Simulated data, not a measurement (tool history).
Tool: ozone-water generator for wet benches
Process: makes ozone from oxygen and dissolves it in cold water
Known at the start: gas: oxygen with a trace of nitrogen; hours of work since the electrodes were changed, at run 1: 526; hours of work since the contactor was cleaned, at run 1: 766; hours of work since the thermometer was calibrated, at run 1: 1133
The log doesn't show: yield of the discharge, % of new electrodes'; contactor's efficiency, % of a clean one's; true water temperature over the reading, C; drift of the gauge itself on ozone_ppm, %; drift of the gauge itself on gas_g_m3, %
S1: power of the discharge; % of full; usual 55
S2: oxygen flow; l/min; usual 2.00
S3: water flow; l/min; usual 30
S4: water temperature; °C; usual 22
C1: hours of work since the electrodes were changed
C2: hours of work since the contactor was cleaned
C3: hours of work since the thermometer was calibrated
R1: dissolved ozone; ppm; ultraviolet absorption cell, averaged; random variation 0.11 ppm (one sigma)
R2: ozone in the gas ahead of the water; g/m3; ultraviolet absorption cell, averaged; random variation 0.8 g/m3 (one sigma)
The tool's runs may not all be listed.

run   hour  S1    S2  S3  S4   C1    C2    C3   R1     R2
  1    0.0  55  2.00  30  22  526   766  1133  5.6  122.9
  2   15.2  55  2.00  30  22  541   780  1148  5.5  123.5
  3   36.2  83  2.00  30  22  561   801  1168  6.7  152.2
  4   53.0  83  2.00  30  22  577   817  1184  6.7  154.1
  5   76.3  83  2.00  30  22  600   839  1207  6.6  154.0
  6   97.7  55  2.15  30  22  620   860  1227  5.7  117.0
  7  124.7  55  2.15  30  22  646   886  1253  5.6  117.1
  8  150.0  55  2.00  21  22  671   910  1277  7.6  123.6
  9  166.6  52  2.00  30  22  687   926  1293  5.3  121.4
 10  179.8  52  2.00  30  22  699   939  1306  5.4  121.0
 11  207.4  64  2.00  25  17  726   965  1333  7.5  133.3
 12  231.9  74  2.00  31  23  749   989  1356  6.1  142.9
 13  255.6  81  2.72  45  22  772  1012  1379  4.7  125.1
 14  284.3  61  2.63  30  22  800  1039  1407  6.0  110.0
 15  301.5  55  1.15  30  22  816  1056  1423  4.8  169.4
 16  317.7  55  2.07  30  25  832  1071  1439  5.4  120.2
 17  348.1  87  2.24  35  17  861  1101  1468  6.2  144.4

4 ways to go on from here, each from the tool as it stands after run 17. What would each give?
  A  371.5  87  2.68  27  19  884  1123  1491   ?   ?
  B  371.5  55  2.00  19  22  884  1123  1491   ?   ?
  C  371.5  55  1.33  43  22  884  1123  1491   ?   ?
  D  371.5  55  2.02  30  29  884  1123  1491   ?   ?

run   R1     R2
  A  8.2  132.0
  B  8.1  122.2
  C  3.4  155.7
  D  5.1  120.7
Without the tool's hidden state the same runs would have given:
run   R1     R2
  A  8.7  137.1
  B  8.5  125.9
  C  3.6  160.4
  D  5.3  124.4
